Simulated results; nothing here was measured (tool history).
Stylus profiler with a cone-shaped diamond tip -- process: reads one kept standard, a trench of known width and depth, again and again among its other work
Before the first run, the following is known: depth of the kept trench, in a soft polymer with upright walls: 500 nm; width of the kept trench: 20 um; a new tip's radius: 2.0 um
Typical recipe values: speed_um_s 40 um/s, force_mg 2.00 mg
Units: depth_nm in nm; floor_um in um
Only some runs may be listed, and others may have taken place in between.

Run 1, hour 0.0: usual settings. Result: depth_nm 502.54 nm, floor_um 16.49 um.
Run 2, hour 94.2: usual settings. Result: depth_nm 502.50 nm, floor_um 16.50 um.
Run 3, hour 167.1: usual settings but speed_um_s 113 um/s. Result: depth_nm 502.59 nm, floor_um 15.91 um.
Run 4, hour 255.6: usual settings but speed_um_s 113 um/s. Result: depth_nm 502.49 nm, floor_um 15.86 um.
Run 5, hour 356.7: usual settings but force_mg 3.33 mg. Result: depth_nm 504.16 nm, floor_um 16.40 um.
Run 6, hour 407.6: usual settings but speed_um_s 38 um/s. Result: depth_nm 502.29 nm, floor_um 16.36 um.
Run 7, hour 468.7: usual settings but speed_um_s 38 um/s. Result: depth_nm 502.24 nm, floor_um 16.27 um.
Run 8, hour 575.2: usual settings but speed_um_s 123 um/s. Result: depth_nm 502.02 nm, floor_um 15.60 um.
Run 9, hour 659.0: usual settings but force_mg 1.45 mg. Result: depth_nm 501.08 nm, floor_um 16.18 um.
Run 10, hour 771.0: usual settings but force_mg 1.45 mg. Result: depth_nm 501.11 nm, floor_um 16.12 um.
Run 11, hour 871.1: usual settings but force_mg 1.45 mg. Result: depth_nm 500.84 nm, floor_um 16.08 um.
Run 12, hour 974.9: usual settings but force_mg 1.45 mg. Result: depth_nm 500.86 nm, floor_um 16.08 um.
Run 13, hour 1070.6: usual settings but force_mg 1.45 mg. Result: depth_nm 500.64 nm, floor_um 15.97 um.
Run 14, hour 1134.2: usual settings but speed_um_s 37 um/s. Result: depth_nm 501.29 nm, floor_um 16.08 um.
Run 15, hour 1241.4: usual settings but speed_um_s 37 um/s. Result: depth_nm 501.40 nm, floor_um 15.97 um.
Run 16, hour 1295.6: usual settings but speed_um_s 37 um/s. Result: depth_nm 501.42 nm, floor_um 16.03 um.
Run 17, hour 1396.8: usual settings but speed_um_s 37 um/s. Result: depth_nm 501.25 nm, floor_um 16.01 um.
Run 18, hour 1494.9: usual settings but speed_um_s 37 um/s. Result: depth_nm 500.94 nm, floor_um 15.94 um.
Run 19, hour 1603.9: usual settings but speed_um_s 37 um/s. Result: depth_nm 500.73 nm, floor_um 15.88 um.
Run 20, hour 1679.3: usual settings but speed_um_s 37 um/s. Result: depth_nm 500.86 nm, floor_um 15.86 um.
Run 21, hour 1749.9: usual settings but speed_um_s 37 um/s. Result: depth_nm 500.81 nm, floor_um 15.82 um.
Run 22, hour 1863.8: usual settings but speed_um_s 72 um/s, force_mg 1.15 mg. Result: depth_nm 499.46 nm, floor_um 15.32 um.
Run 23, hour 1952.0: usual settings but speed_um_s 12 um/s, force_mg 0.89 mg. Result: depth_nm 498.87 nm, floor_um 15.94 um.
At hour 2010.6: height scale calibrated on a step standard.
Run 24, hour 2028.4: usual settings but speed_um_s 12 um/s, force_mg 0.89 mg. Result: depth_nm 502.40 nm, floor_um 15.85 um.
Run 25, hour 2085.8: usual settings but speed_um_s 27 um/s, force_mg 1.31 mg. Result: depth_nm 503.12 nm, floor_um 15.74 um.
Run 26, hour 2179.0: usual settings but speed_um_s 28 um/s, force_mg 1.54 mg. Result: depth_nm 503.08 nm, floor_um 15.72 um.
Run 27, hour 2248.8: usual settings but speed_um_s 28 um/s, force_mg 1.54 mg. Result: depth_nm 503.23 nm, floor_um 15.69 um.
Run 28, hour 2312.9: usual settings but speed_um_s 39 um/s, force_mg 3.29 mg. Result: depth_nm 505.46 nm, floor_um 15.70 um.
Run 29, hour 2400.4: usual settings but speed_um_s 50 um/s, force_mg 3.25 mg. Result: depth_nm 505.08 nm, floor_um 15.59 um.
Run 30, hour 2457.3: usual settings but speed_um_s 50 um/s, force_mg 3.25 mg. Result: depth_nm 505.05 nm, floor_um 15.57 um.
Run 31, hour 2559.3: usual settings but speed_um_s 50 um/s, force_mg 3.25 mg. Result: depth_nm 505.07 nm, floor_um 15.56 um.
Run 32, hour 2623.8: usual settings but speed_um_s 18 um/s, force_mg 5.58 mg. Result: depth_nm 507.51 nm, floor_um 15.72 um.
Run 33, hour 2691.4: usual settings but speed_um_s 18 um/s, force_mg 5.58 mg. Result: depth_nm 507.47 nm, floor_um 15.69 um.
Run 34, hour 2798.6: usual settings but speed_um_s 52 um/s, force_mg 2.30 mg. Result: depth_nm 504.06 nm, floor_um 15.34 um.
Run 35, hour 2861.0: usual settings but speed_um_s 44 um/s, force_mg 4.34 mg. Result: depth_nm 505.84 nm, floor_um 15.52 um.
Run 36, hour 2969.2: usual settings but speed_um_s 141 um/s, force_mg 5.06 mg. Result: depth_nm 506.64 nm, floor_um 15.06 um.
Run 37, hour 3050.3: usual settings but speed_um_s 141 um/s, force_mg 5.06 mg. Result: depth_nm 506.29 nm, floor_um 14.95 um.

Below are 4 alternative next runs, each starting from the tool's condition after run 37. Predict each:
Run A, hour 3116.4: usual settings but force_mg 1.81 mg. Result: depth_nm ?, floor_um ?.
Run B, hour 3116.4: usual settings but speed_um_s 100 um/s, force_mg 5.06 mg. Result: depth_nm ?, floor_um ?.
Run C, hour 3116.4: usual settings but speed_um_s 18 um/s, force_mg 1.91 mg. Result: depth_nm ?, floor_um ?.
Run D, hour 3116.4: usual settings but speed_um_s 141 um/s, force_mg 2.37 mg. Result: depth_nm ?, floor_um ?.

run  depth_nm  floor_um
  A    502.83     15.31
  B    506.48     15.20
  C    502.84     15.56
  D    503.37     14.66
What these runs would have given with no unlogged condition in the tool:
run  depth_nm  floor_um
  A    503.89     17.04
  B    507.56     16.93
  C    503.90     17.29
  D    504.43     16.39
